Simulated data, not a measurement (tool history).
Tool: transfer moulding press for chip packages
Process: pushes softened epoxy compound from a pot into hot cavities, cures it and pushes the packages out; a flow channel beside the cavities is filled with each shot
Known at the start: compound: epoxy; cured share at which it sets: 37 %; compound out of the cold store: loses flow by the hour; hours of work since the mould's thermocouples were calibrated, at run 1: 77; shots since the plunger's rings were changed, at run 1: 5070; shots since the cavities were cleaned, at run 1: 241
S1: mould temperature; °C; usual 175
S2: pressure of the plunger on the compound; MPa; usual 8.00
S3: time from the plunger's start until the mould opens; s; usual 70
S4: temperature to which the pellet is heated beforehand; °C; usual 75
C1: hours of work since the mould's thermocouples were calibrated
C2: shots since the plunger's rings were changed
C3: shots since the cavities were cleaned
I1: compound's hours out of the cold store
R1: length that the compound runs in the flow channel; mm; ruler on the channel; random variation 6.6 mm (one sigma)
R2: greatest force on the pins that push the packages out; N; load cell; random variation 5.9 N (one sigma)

{"run": 1, "day": 0.0, "S1": 175, "S2": 8.0, "S3": 70, "S4": 75, "C1": 77, "C2": 5070, "C3": 241, "I1": 39.6, "R1": 736, "R2": 217}
{"day": 0.254, "done": "plunger's sealing rings changed"}
{"run": 2, "day": 0.925, "S1": 175, "S2": 8.0, "S3": 70, "S4": 75, "C1": 92, "C2": 307, "C3": 617, "I1": 44.7, "R1": 724, "R2": 216}
{"day": 1.158, "done": "cavities cleaned with cleaning compound and waxed"}
{"day": 2.65, "done": "cavities cleaned with cleaning compound and waxed"}
{"run": 3, "day": 2.854, "S1": 175, "S2": 8.0, "S3": 70, "S4": 75, "C1": 125, "C2": 1135, "C3": 94, "I1": 38.7, "R1": 734, "R2": 207}
{"day": 4.2, "done": "cavities cleaned with cleaning compound and waxed"}
{"run": 4, "day": 4.746, "S1": 175, "S2": 8.0, "S3": 70, "S4": 75, "C1": 159, "C2": 1974, "C3": 249, "I1": 43.2, "R1": 717, "R2": 220}
{"day": 5.829, "done": "cavities cleaned with cleaning compound and waxed"}
{"run": 5, "day": 6.696, "S1": 175, "S2": 8.0, "S3": 70, "S4": 75, "C1": 194, "C2": 2842, "C3": 398, "I1": 14.0, "R1": 853, "R2": 228}
{"day": 7.488, "done": "cavities cleaned with cleaning compound and waxed"}
{"run": 6, "day": 8.254, "S1": 175, "S2": 6.08, "S3": 70, "S4": 75, "C1": 222, "C2": 3527, "C3": 352, "I1": 43.0, "R1": 635, "R2": 222}
{"day": 9.012, "done": "cavities cleaned with cleaning compound and waxed"}
{"run": 7, "day": 9.208, "S1": 175, "S2": 6.08, "S3": 70, "S4": 75, "C1": 238, "C2": 3937, "C3": 90, "I1": 12.3, "R1": 746, "R2": 235}
{"run": 8, "day": 10.042, "S1": 175, "S2": 8.0, "S3": 70, "S4": 75, "C1": 254, "C2": 4319, "C3": 472, "I1": 45.1, "R1": 714, "R2": 215}
{"day": 10.617, "done": "cavities cleaned with cleaning compound and waxed"}
{"run": 9, "day": 11.708, "S1": 175, "S2": 8.0, "S3": 70, "S4": 75, "C1": 283, "C2": 5055, "C3": 501, "I1": 45.3, "R1": 706, "R2": 207}
{"day": 11.983, "done": "plunger's sealing rings changed"}
{"day": 12.296, "done": "cavities cleaned with cleaning compound and waxed"}
{"run": 10, "day": 13.6, "S1": 175, "S2": 8.0, "S3": 70, "S4": 75, "C1": 315, "C2": 714, "C3": 597, "I1": 10.8, "R1": 871, "R2": 227}
{"day": 13.892, "done": "cavities cleaned with cleaning compound and waxed"}
{"day": 15.446, "done": "cavities cleaned with cleaning compound and waxed"}
{"run": 11, "day": 15.583, "S1": 175, "S2": 8.0, "S3": 70, "S4": 75, "C1": 350, "C2": 1567, "C3": 63, "I1": 14.4, "R1": 844, "R2": 237}
{"day": 16.983, "done": "cavities cleaned with cleaning compound and waxed"}
{"run": 12, "day": 17.521, "S1": 179, "S2": 8.0, "S3": 70, "S4": 75, "C1": 384, "C2": 2428, "C3": 247, "I1": 30.6, "R1": 760, "R2": 191}
{"day": 18.567, "done": "cavities cleaned with cleaning compound and waxed"}
{"run": 13, "day": 18.646, "S1": 179, "S2": 8.0, "S3": 70, "S4": 75, "C1": 404, "C2": 2916, "C3": 37, "I1": 10.9, "R1": 851, "R2": 191}
{"day": 20.079, "done": "cavities cleaned with cleaning compound and waxed"}
{"run": 14, "day": 20.383, "S1": 175, "S2": 8.0, "S3": 70, "S4": 75, "C1": 435, "C2": 3684, "C3": 139, "I1": 26.8, "R1": 804, "R2": 224}
{"day": 21.596, "done": "cavities cleaned with cleaning compound and waxed"}
{"run": 15, "day": 22.079, "S1": 175, "S2": 8.0, "S3": 70, "S4": 75, "C1": 465, "C2": 4434, "C3": 222, "I1": 20.0, "R1": 813, "R2": 226}
{"day": 23.188, "done": "cavities cleaned with cleaning compound and waxed"}
{"run": 16, "day": 23.446, "S1": 175, "S2": 7.22, "S3": 70, "S4": 85, "C1": 489, "C2": 5032, "C3": 118, "I1": 20.9, "R1": 775, "R2": 224}
{"day": 23.825, "done": "plunger's sealing rings changed"}
{"run": 17, "day": 24.621, "S1": 175, "S2": 9.33, "S3": 70, "S4": 69, "C1": 509, "C2": 365, "C3": 610, "I1": 37.6, "R1": 801, "R2": 218}
{"day": 24.867, "done": "cavities cleaned with cleaning compound and waxed"}
{"run": 18, "day": 26.025, "S1": 178, "S2": 9.33, "S3": 70, "S4": 81, "C1": 534, "C2": 981, "C3": 532, "I1": 25.9, "R1": 855, "R2": 201}
{"day": 26.488, "done": "cavities cleaned with cleaning compound and waxed"}
{"run": 19, "day": 27.496, "S1": 178, "S2": 8.0, "S3": 94, "S4": 75, "C1": 560, "C2": 1626, "C3": 463, "I1": 19.8, "R1": 803, "R2": 170}
{"day": 28.025, "done": "cavities cleaned with cleaning compound and waxed"}
{"run": 20, "day": 29.417, "S1": 178, "S2": 8.0, "S3": 66, "S4": 66, "C1": 594, "C2": 2481, "C3": 641, "I1": 39.6, "R1": 724, "R2": 208}
{"day": 29.6, "done": "cavities cleaned with cleaning compound and waxed"}
{"run": 21, "day": 30.779, "S1": 168, "S2": 8.0, "S3": 66, "S4": 71, "C1": 619, "C2": 3077, "C3": 541, "I1": 14.1, "R1": 878, "R2": 454}
{"day": 31.221, "done": "cavities cleaned with cleaning compound and waxed"}
{"run": 22, "day": 32.3, "S1": 172, "S2": 9.82, "S3": 59, "S4": 75, "C1": 645, "C2": 3746, "C3": 495, "I1": 43.6, "R1": 810, "R2": 387}
{"day": 32.854, "done": "cavities cleaned with cleaning compound and waxed"}
{"run": 23, "day": 33.733, "S1": 175, "S2": 6.35, "S3": 70, "S4": 75, "C1": 671, "C2": 4375, "C3": 404, "I1": 16.1, "R1": 748, "R2": 232}
{"day": 34.379, "done": "cavities cleaned with cleaning compound and waxed"}
{"run": 24, "day": 35.329, "S1": 170, "S2": 8.0, "S3": 70, "S4": 75, "C1": 699, "C2": 5080, "C3": 437, "I1": 21.7, "R1": 830, "R2": 334}
{"day": 35.588, "done": "plunger's sealing rings changed"}
{"day": 36.108, "done": "cavities cleaned with cleaning compound and waxed"}
{"run": 25, "day": 37.379, "S1": 183, "S2": 8.0, "S3": 55, "S4": 69, "C1": 734, "C2": 793, "C3": 583, "I1": 38.2, "R1": 722, "R2": 224}
{"day": 37.767, "done": "cavities cleaned with cleaning compound and waxed"}
{"day": 38.425, "done": "mould's thermocouples calibrated"}
{"run": 26, "day": 38.483, "S1": 183, "S2": 8.0, "S3": 55, "S4": 69, "C1": 1, "C2": 1232, "C3": 290, "I1": 37.6, "R1": 719, "R2": 234}
{"day": 39.479, "done": "cavities cleaned with cleaning compound and waxed"}
{"run": 27, "day": 39.554, "S1": 175, "S2": 7.74, "S3": 79, "S4": 75, "C1": 20, "C2": 1695, "C3": 34, "I1": 24.6, "R1": 785, "R2": 185}

3 ways to go on from here, each from the tool as it stands after run 27. What would each give?
{"day": 41.025, "done": "cavities cleaned with cleaning compound and waxed"}
{"run": "A", "day": 41.183, "S1": 180, "S2": 7.74, "S3": 51, "S4": 75, "C1": 49, "C2": 2415, "C3": 72, "I1": 28.1, "R1": "?", "R2": "?"}
{"day": 41.025, "done": "cavities cleaned with cleaning compound and waxed"}
{"run": "B", "day": 41.183, "S1": 177, "S2": 8.04, "S3": 79, "S4": 75, "C1": 49, "C2": 2415, "C3": 72, "I1": 15.9, "R1": "?", "R2": "?"}
{"day": 41.025, "done": "cavities cleaned with cleaning compound and waxed"}
{"run": "C", "day": 41.183, "S1": 175, "S2": 7.74, "S3": 79, "S4": 75, "C1": 49, "C2": 2415, "C3": 72, "I1": 43.4, "R1": "?", "R2": "?"}

run=A R1=769 R2=346
run=B R1=839 R2=179
run=C R1=709 R2=184
Without the tool's hidden state the same runs would have given:
run=A R1=770 R2=345
run=B R1=839 R2=178
run=C R1=710 R2=184

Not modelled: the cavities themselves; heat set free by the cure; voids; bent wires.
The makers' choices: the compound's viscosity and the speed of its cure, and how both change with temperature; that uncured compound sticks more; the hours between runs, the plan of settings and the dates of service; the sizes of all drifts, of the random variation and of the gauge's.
